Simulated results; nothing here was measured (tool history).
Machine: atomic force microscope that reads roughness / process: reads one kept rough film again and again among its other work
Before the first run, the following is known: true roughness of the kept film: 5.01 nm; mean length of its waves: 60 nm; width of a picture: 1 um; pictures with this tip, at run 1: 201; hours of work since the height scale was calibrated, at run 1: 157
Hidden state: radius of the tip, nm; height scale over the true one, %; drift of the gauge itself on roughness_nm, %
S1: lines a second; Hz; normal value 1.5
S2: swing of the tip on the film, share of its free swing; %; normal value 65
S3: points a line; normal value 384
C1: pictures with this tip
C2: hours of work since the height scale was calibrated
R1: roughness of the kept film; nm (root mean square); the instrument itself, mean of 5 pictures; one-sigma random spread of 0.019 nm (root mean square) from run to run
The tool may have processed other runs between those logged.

{"run": 1, "day": 0.0, "S1": 1.5, "S2": 65, "S3": 384, "C1": 201, "C2": 157, "R1": 4.535}
{"run": 2, "day": 1.279, "S1": 1.5, "S2": 57, "S3": 384, "C1": 226, "C2": 171, "R1": 4.586}
{"run": 3, "day": 3.738, "S1": 1.5, "S2": 57, "S3": 384, "C1": 275, "C2": 199, "R1": 4.568}
{"run": 4, "day": 5.679, "S1": 1.5, "S2": 57, "S3": 384, "C1": 314, "C2": 220, "R1": 4.494}
{"day": 6.642, "done": "new tip fitted"}
{"run": 5, "day": 8.083, "S1": 1.5, "S2": 57, "S3": 384, "C1": 28, "C2": 246, "R1": 4.728}
{"run": 6, "day": 10.517, "S1": 1.5, "S2": 57, "S3": 384, "C1": 77, "C2": 273, "R1": 4.688}
{"run": 7, "day": 11.775, "S1": 1.5, "S2": 57, "S3": 384, "C1": 102, "C2": 287, "R1": 4.653}
{"run": 8, "day": 12.988, "S1": 1.5, "S2": 58, "S3": 384, "C1": 126, "C2": 300, "R1": 4.661}
{"run": 9, "day": 14.1, "S1": 1.5, "S2": 58, "S3": 384, "C1": 148, "C2": 312, "R1": 4.63}
{"run": 10, "day": 16.108, "S1": 1.5, "S2": 65, "S3": 384, "C1": 188, "C2": 335, "R1": 4.56}
{"run": 11, "day": 17.725, "S1": 1.5, "S2": 65, "S3": 384, "C1": 221, "C2": 352, "R1": 4.524}
{"run": 12, "day": 19.821, "S1": 1.5, "S2": 65, "S3": 384, "C1": 262, "C2": 376, "R1": 4.499}
{"run": 13, "day": 21.975, "S1": 0.53, "S2": 87, "S3": 384, "C1": 305, "C2": 399, "R1": 4.44}
{"run": 14, "day": 23.338, "S1": 0.53, "S2": 87, "S3": 986, "C1": 332, "C2": 414, "R1": 4.448}
{"day": 23.583, "done": "new tip fitted"}
{"run": 15, "day": 25.612, "S1": 0.51, "S2": 65, "S3": 384, "C1": 40, "C2": 439, "R1": 4.716}
{"run": 16, "day": 27.025, "S1": 0.51, "S2": 65, "S3": 384, "C1": 69, "C2": 455, "R1": 4.698}
{"run": 17, "day": 28.546, "S1": 0.51, "S2": 65, "S3": 480, "C1": 99, "C2": 471, "R1": 4.658}
{"run": 18, "day": 30.317, "S1": 0.51, "S2": 65, "S3": 480, "C1": 134, "C2": 491, "R1": 4.647}
{"run": 19, "day": 32.529, "S1": 2.91, "S2": 78, "S3": 906, "C1": 178, "C2": 515, "R1": 4.289}
{"run": 20, "day": 35.017, "S1": 1.49, "S2": 74, "S3": 515, "C1": 228, "C2": 543, "R1": 4.455}

Here are 4 independent what-if runs from the current tool condition. What would each one return?
{"run": "A", "day": 37.454, "S1": 1.5, "S2": 57, "S3": 969, "C1": 276, "C2": 570, "R1": "?"}
{"run": "B", "day": 37.454, "S1": 1.12, "S2": 68, "S3": 296, "C1": 276, "C2": 570, "R1": "?"}
{"run": "C", "day": 37.454, "S1": 2.63, "S2": 65, "S3": 599, "C1": 276, "C2": 570, "R1": "?"}
{"run": "D", "day": 37.454, "S1": 1.2, "S2": 63, "S3": 421, "C1": 276, "C2": 570, "R1": "?"}

run=A R1=4.537
run=B R1=4.478
run=C R1=4.384
run=D R1=4.485
Take away the tool's hidden state, keep each run's random variation, and the runs would have read:
run=A R1=4.782
run=B R1=4.719
run=C R1=4.62
run=D R1=4.727
